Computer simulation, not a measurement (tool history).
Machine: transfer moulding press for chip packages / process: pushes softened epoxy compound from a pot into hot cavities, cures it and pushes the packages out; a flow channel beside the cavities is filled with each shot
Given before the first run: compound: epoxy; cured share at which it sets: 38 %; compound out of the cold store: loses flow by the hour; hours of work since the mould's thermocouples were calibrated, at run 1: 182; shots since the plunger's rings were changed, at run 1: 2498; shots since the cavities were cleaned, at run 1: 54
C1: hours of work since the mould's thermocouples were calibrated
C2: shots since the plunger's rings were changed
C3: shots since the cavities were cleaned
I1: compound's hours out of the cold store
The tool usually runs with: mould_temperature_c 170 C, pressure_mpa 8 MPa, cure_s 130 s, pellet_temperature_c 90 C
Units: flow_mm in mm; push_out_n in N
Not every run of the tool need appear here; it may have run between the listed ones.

{"run": 1, "hour": 0.0, "mould_temperature_c": 170, "pressure_mpa": 8, "cure_s": 130, "pellet_temperature_c": 90, "C1": 182, "C2": 2498, "C3": 54, "I1": 27.7, "flow_mm": 736, "push_out_n": 397}
{"run": 2, "hour": 23.7, "mould_temperature_c": 170, "pressure_mpa": 8, "cure_s": 130, "pellet_temperature_c": 90, "C1": 195, "C2": 2700, "C3": 256, "I1": 39.9, "flow_mm": 706, "push_out_n": 447}
{"run": 3, "hour": 40.6, "mould_temperature_c": 170, "pressure_mpa": 8.71, "cure_s": 130, "pellet_temperature_c": 90, "C1": 205, "C2": 2845, "C3": 401, "I1": 41.6, "flow_mm": 730, "push_out_n": 460}
{"run": 4, "hour": 68.5, "mould_temperature_c": 170, "pressure_mpa": 8, "cure_s": 130, "pellet_temperature_c": 90, "C1": 221, "C2": 3084, "C3": 640, "I1": 39.1, "flow_mm": 705, "push_out_n": 495}
{"hour": 79.4, "done": "plunger's sealing rings changed"}
{"run": 5, "hour": 89.1, "mould_temperature_c": 170, "pressure_mpa": 8, "cure_s": 130, "pellet_temperature_c": 90, "C1": 231, "C2": 83, "C3": 795, "I1": 34.9, "flow_mm": 736, "push_out_n": 529}
{"hour": 101.8, "done": "cavities cleaned with cleaning compound and waxed"}
{"run": 6, "hour": 120.5, "mould_temperature_c": 170, "pressure_mpa": 8, "cure_s": 130, "pellet_temperature_c": 90, "C1": 248, "C2": 338, "C3": 160, "I1": 47, "flow_mm": 707, "push_out_n": 413}
{"run": 7, "hour": 139.6, "mould_temperature_c": 170, "pressure_mpa": 8, "cure_s": 130, "pellet_temperature_c": 90, "C1": 259, "C2": 502, "C3": 324, "I1": 17.9, "flow_mm": 776, "push_out_n": 474}
{"run": 8, "hour": 154.6, "mould_temperature_c": 170, "pressure_mpa": 9.79, "cure_s": 130, "pellet_temperature_c": 90, "C1": 268, "C2": 630, "C3": 452, "I1": 34.2, "flow_mm": 814, "push_out_n": 487}
{"run": 9, "hour": 175.9, "mould_temperature_c": 170, "pressure_mpa": 9.79, "cure_s": 130, "pellet_temperature_c": 90, "C1": 280, "C2": 812, "C3": 634, "I1": 43.8, "flow_mm": 785, "push_out_n": 497}
{"run": 10, "hour": 195.1, "mould_temperature_c": 170, "pressure_mpa": 8, "cure_s": 130, "pellet_temperature_c": 90, "C1": 291, "C2": 977, "C3": 799, "I1": 31.5, "flow_mm": 738, "push_out_n": 540}
{"hour": 209.1, "done": "cavities cleaned with cleaning compound and waxed"}
{"run": 11, "hour": 228.2, "mould_temperature_c": 170, "pressure_mpa": 8, "cure_s": 130, "pellet_temperature_c": 90, "C1": 309, "C2": 1247, "C3": 163, "I1": 11.2, "flow_mm": 787, "push_out_n": 435}
{"run": 12, "hour": 251.5, "mould_temperature_c": 170, "pressure_mpa": 8, "cure_s": 130, "pellet_temperature_c": 90, "C1": 323, "C2": 1446, "C3": 362, "I1": 43.5, "flow_mm": 706, "push_out_n": 459}
{"run": 13, "hour": 280.6, "mould_temperature_c": 170, "pressure_mpa": 8, "cure_s": 130, "pellet_temperature_c": 90, "C1": 339, "C2": 1696, "C3": 612, "I1": 41.1, "flow_mm": 712, "push_out_n": 494}
{"run": 14, "hour": 306.4, "mould_temperature_c": 170, "pressure_mpa": 8, "cure_s": 130, "pellet_temperature_c": 90, "C1": 354, "C2": 1916, "C3": 832, "I1": 32.8, "flow_mm": 728, "push_out_n": 506}
{"hour": 315.2, "done": "cavities cleaned with cleaning compound and waxed"}
{"run": 15, "hour": 324.2, "mould_temperature_c": 170, "pressure_mpa": 6.34, "cure_s": 123, "pellet_temperature_c": 90, "C1": 363, "C2": 2056, "C3": 78, "I1": 31, "flow_mm": 650, "push_out_n": 433}
{"run": 16, "hour": 353.5, "mould_temperature_c": 173, "pressure_mpa": 6.42, "cure_s": 123, "pellet_temperature_c": 85, "C1": 380, "C2": 2306, "C3": 328, "I1": 46.3, "flow_mm": 619, "push_out_n": 434}
{"run": 17, "hour": 369.4, "mould_temperature_c": 170, "pressure_mpa": 8.55, "cure_s": 130, "pellet_temperature_c": 84, "C1": 389, "C2": 2443, "C3": 465, "I1": 36.1, "flow_mm": 741, "push_out_n": 480}
{"run": 18, "hour": 389.0, "mould_temperature_c": 170, "pressure_mpa": 8, "cure_s": 150, "pellet_temperature_c": 90, "C1": 400, "C2": 2610, "C3": 632, "I1": 18.5, "flow_mm": 754, "push_out_n": 460}
{"run": 19, "hour": 402.2, "mould_temperature_c": 170, "pressure_mpa": 8, "cure_s": 150, "pellet_temperature_c": 90, "C1": 408, "C2": 2723, "C3": 745, "I1": 31.8, "flow_mm": 725, "push_out_n": 461}
{"run": 20, "hour": 416.9, "mould_temperature_c": 167, "pressure_mpa": 6.75, "cure_s": 151, "pellet_temperature_c": 87, "C1": 416, "C2": 2848, "C3": 870, "I1": 17.1, "flow_mm": 702, "push_out_n": 519}
{"hour": 420.7, "done": "cavities cleaned with cleaning compound and waxed"}
{"run": 21, "hour": 434.2, "mould_temperature_c": 167, "pressure_mpa": 6.75, "cure_s": 151, "pellet_temperature_c": 87, "C1": 425, "C2": 2983, "C3": 115, "I1": 43.8, "flow_mm": 644, "push_out_n": 389}
{"run": 22, "hour": 448.1, "mould_temperature_c": 163, "pressure_mpa": 8, "cure_s": 130, "pellet_temperature_c": 82, "C1": 433, "C2": 3103, "C3": 235, "I1": 23.4, "flow_mm": 752, "push_out_n": 638}
{"hour": 456.5, "done": "plunger's sealing rings changed"}
{"run": 23, "hour": 476.1, "mould_temperature_c": 163, "pressure_mpa": 8, "cure_s": 130, "pellet_temperature_c": 91, "C1": 448, "C2": 168, "C3": 453, "I1": 20.9, "flow_mm": 785, "push_out_n": 732}
{"run": 24, "hour": 496.5, "mould_temperature_c": 174, "pressure_mpa": 7.91, "cure_s": 131, "pellet_temperature_c": 90, "C1": 459, "C2": 342, "C3": 627, "I1": 8.3, "flow_mm": 791, "push_out_n": 446}
{"hour": 529.0, "done": "cavities cleaned with cleaning compound and waxed"}
{"run": 25, "hour": 529.0, "mould_temperature_c": 174, "pressure_mpa": 7.68, "cure_s": 126, "pellet_temperature_c": 90, "C1": 477, "C2": 607, "C3": 0, "I1": 36.3, "flow_mm": 709, "push_out_n": 349}
{"run": 26, "hour": 558.9, "mould_temperature_c": 174, "pressure_mpa": 7.68, "cure_s": 126, "pellet_temperature_c": 90, "C1": 494, "C2": 863, "C3": 256, "I1": 21.8, "flow_mm": 743, "push_out_n": 413}

Here are 4 independent what-if runs from the current tool condition. What would each one return?
{"run": "A", "hour": 586.7, "mould_temperature_c": 170, "pressure_mpa": 8, "cure_s": 120, "pellet_temperature_c": 93, "C1": 510, "C2": 1101, "C3": 494, "I1": 16.3, "flow_mm": "?", "push_out_n": "?"}
{"run": "B", "hour": 586.7, "mould_temperature_c": 174, "pressure_mpa": 6.11, "cure_s": 126, "pellet_temperature_c": 92, "C1": 510, "C2": 1101, "C3": 494, "I1": 38.7, "flow_mm": "?", "push_out_n": "?"}
{"run": "C", "hour": 586.7, "mould_temperature_c": 174, "pressure_mpa": 7.68, "cure_s": 112, "pellet_temperature_c": 90, "C1": 510, "C2": 1101, "C3": 494, "I1": 8.8, "flow_mm": "?", "push_out_n": "?"}
{"run": "D", "hour": 586.7, "mould_temperature_c": 163, "pressure_mpa": 8, "cure_s": 130, "pellet_temperature_c": 90, "C1": 510, "C2": 1101, "C3": 494, "I1": 35.5, "flow_mm": "?", "push_out_n": "?"}

run=A flow_mm=774 push_out_n=556
run=B flow_mm=624 push_out_n=459
run=C flow_mm=773 push_out_n=502
run=D flow_mm=743 push_out_n=712
With the hidden condition removed and each run's random variation left untouched, the same runs would have given:
run=A flow_mm=782 push_out_n=415
run=B flow_mm=631 push_out_n=353
run=C flow_mm=780 push_out_n=378
run=D flow_mm=750 push_out_n=525
